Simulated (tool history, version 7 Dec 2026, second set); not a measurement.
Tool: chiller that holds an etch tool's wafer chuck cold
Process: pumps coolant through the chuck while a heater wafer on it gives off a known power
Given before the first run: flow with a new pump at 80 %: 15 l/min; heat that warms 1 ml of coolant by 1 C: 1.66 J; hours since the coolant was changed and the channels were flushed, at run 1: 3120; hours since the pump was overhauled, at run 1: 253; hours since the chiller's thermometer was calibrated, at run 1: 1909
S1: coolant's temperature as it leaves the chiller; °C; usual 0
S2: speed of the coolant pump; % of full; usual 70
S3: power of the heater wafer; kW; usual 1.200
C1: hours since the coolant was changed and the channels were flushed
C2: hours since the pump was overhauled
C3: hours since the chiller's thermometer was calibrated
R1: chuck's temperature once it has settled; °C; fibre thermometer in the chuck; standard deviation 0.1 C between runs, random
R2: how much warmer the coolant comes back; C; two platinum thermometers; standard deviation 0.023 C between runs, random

run,hour,S1,S2,S3,C1,C2,C3,R1,R2
1,0.0,0,70,1.200,3120,253,1909,9.8,3.32
2,55.7,0,70,1.200,3176,308,1965,9.7,3.31
3,117.3,-1,70,1.200,3237,370,2026,8.6,3.35
4,185.2,-1,70,1.200,3305,438,2094,8.7,3.26
5,226.1,0,70,1.200,3346,479,2135,9.8,3.29
6,261.8,0,70,1.200,3382,515,2171,9.6,3.26
7,329.1,0,73,1.200,3449,582,2238,9.5,3.16
8,388.3,0,100,1.200,3508,641,2297,7.9,2.25
9,424.7,0,70,1.200,3545,677,2334,9.7,3.26
10,475.1,0,70,1.200,3595,728,2384,9.7,3.24
11,530.7,0,70,1.171,3651,783,2440,9.6,3.15
12,612.6,0,70,1.171,3733,865,2522,9.5,3.18
13,675.3,0,70,1.171,3795,928,2585,9.6,3.18
14,757.4,0,70,1.171,3877,1010,2667,9.5,3.14
15,799.4,0,70,1.171,3919,1052,2709,9.6,3.15
16,851.0,9,70,1.183,3971,1104,2760,18.6,3.21
17,920.9,-6,77,1.200,4041,1174,2830,3.3,2.90
18,983.3,-5,92,0.605,4103,1236,2893,-0.8,1.12
19,1020.7,10,79,1.169,4141,1273,2930,18.7,2.72
20,1095.7,0,64,0.805,4216,1348,3005,6.8,2.32
21,1150.4,10,77,1.200,4270,1403,3060,19.3,2.88
22,1200.5,-9,91,1.660,4321,1453,3110,2.5,3.39
23,1276.3,-9,99,1.012,4396,1529,3185,-2.1,1.81
24,1312.9,1,88,1.006,4433,1566,3222,8.2,2.06
25,1371.7,1,88,1.006,4492,1624,3281,8.1,2.06
26,1442.7,-2,70,1.200,4563,1695,3352,7.8,3.17
27,1524.7,-2,70,1.200,4645,1777,3434,7.6,3.13
28,1570.3,-2,75,1.792,4690,1823,3479,12.2,4.43

Results for each run, recomputed without the tool's hidden state and with each run's random variation untouched:
Hidden state at play: heat passed by the chuck's channels, % of clean ones'; flow at a given pump speed, % of a new pump's; coolant's true temperature over the reading, C; drift of the gauge itself on chuck_c, C; drift of the gauge itself on warmer_back_c, C.
run,R2
1,3.32
2,3.31
3,3.36
4,3.28
5,3.32
6,3.29
7,3.19
8,2.29
9,3.30
10,3.29
11,3.21
12,3.24
13,3.25
14,3.22
15,3.23
16,3.30
17,3.00
18,1.22
19,2.83
20,2.44
21,3.01
22,3.52
23,1.95
24,2.20
25,2.21
26,3.33
27,3.29
28,4.59
R1: at most 0.1 °C away from the measurement, every run.
